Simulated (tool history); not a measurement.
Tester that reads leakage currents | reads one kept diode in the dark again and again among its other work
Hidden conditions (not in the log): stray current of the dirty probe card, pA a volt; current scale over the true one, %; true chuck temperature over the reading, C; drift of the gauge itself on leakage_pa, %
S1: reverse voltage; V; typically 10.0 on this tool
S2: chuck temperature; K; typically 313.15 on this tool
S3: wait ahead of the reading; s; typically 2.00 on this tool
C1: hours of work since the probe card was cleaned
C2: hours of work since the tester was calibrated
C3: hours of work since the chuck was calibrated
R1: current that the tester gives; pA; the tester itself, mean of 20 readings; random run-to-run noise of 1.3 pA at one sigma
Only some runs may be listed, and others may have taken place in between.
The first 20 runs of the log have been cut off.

| run | hour | S1 | S2 | S3 | C1 | C2 | C3 | R1 |
|---|---|---|---|---|---|---|---|---|
|  | 2456.7 | tester calibrated |
| 21 | 2533.5 | 10.0 | 318.15 | 0.41 | 2670 | 37 | 1231 | 549.76 |
| 22 | 2616.8 | 10.0 | 330.15 | 0.41 | 2710 | 78 | 1272 | 1175.11 |
| 23 | 2734.3 | 3.8 | 312.15 | 0.34 | 2767 | 135 | 1329 | 256.13 |
| 24 | 2857.9 | 5.3 | 327.15 | 5.31 | 2827 | 194 | 1388 | 763.09 |
|  | 2973.2 | chuck's temperature calibrated |
| 25 | 3029.7 | 5.3 | 327.15 | 5.31 | 2909 | 277 | 27 | 841.77 |
| 26 | 3151.9 | 5.0 | 305.15 | 0.69 | 2968 | 336 | 87 | 192.19 |
|  | 3209.6 | tester calibrated, once more |
| 27 | 3268.2 | 10.0 | 313.15 | 4.54 | 3024 | 28 | 142 | 434.96 |
| 28 | 3368.3 | 11.7 | 296.15 | 2.00 | 3072 | 77 | 191 | 144.61 |
|  | 3434.6 | probe card cleaned and baked |
| 29 | 3499.2 | 11.7 | 296.15 | 0.64 | 31 | 139 | 252 | 132.62 |
| 30 | 3613.4 | 12.6 | 311.15 | 0.71 | 87 | 194 | 308 | 399.98 |
| 31 | 3743.8 | 12.6 | 311.15 | 0.71 | 150 | 257 | 371 | 398.50 |
| 32 | 3940.4 | 16.6 | 313.15 | 2.76 | 245 | 353 | 466 | 501.75 |
| 33 | 4031.7 | 10.0 | 314.15 | 4.88 | 289 | 397 | 511 | 445.75 |
| 34 | 4206.0 | 10.0 | 314.15 | 4.88 | 374 | 481 | 595 | 439.18 |
| 35 | 4372.2 | 10.0 | 331.15 | 4.33 | 454 | 562 | 676 | 1303.76 |
| 36 | 4519.9 | 10.0 | 301.15 | 0.41 | 526 | 634 | 747 | 176.65 |
| 37 | 4700.9 | 13.2 | 313.15 | 7.10 | 614 | 721 | 835 | 446.85 |
| 38 | 4856.7 | 3.2 | 325.15 | 3.24 | 689 | 797 | 910 | 581.16 |

Below are 4 alternative next runs, each starting from the tool's condition after run 38. Predict each:
| A | 5004.0 | 5.0 | 325.15 | 3.24 | 761 | 868 | 982 | ? |
| B | 5004.0 | 10.0 | 314.15 | 5.49 | 761 | 868 | 982 | ? |
| C | 5004.0 | 10.0 | 315.15 | 2.01 | 761 | 868 | 982 | ? |
| D | 5004.0 | 10.0 | 313.15 | 1.41 | 761 | 868 | 982 | ? |

| run | R1 |
|---|---|
| A | 682.00 |
| B | 430.22 |
| C | 461.09 |
| D | 402.70 |
Stripped of hidden state, with their random variation kept, the same runs would have yielded:
| run | R1 |
|---|---|
| A | 735.03 |
| B | 464.28 |
| C | 497.50 |
| D | 434.59 |
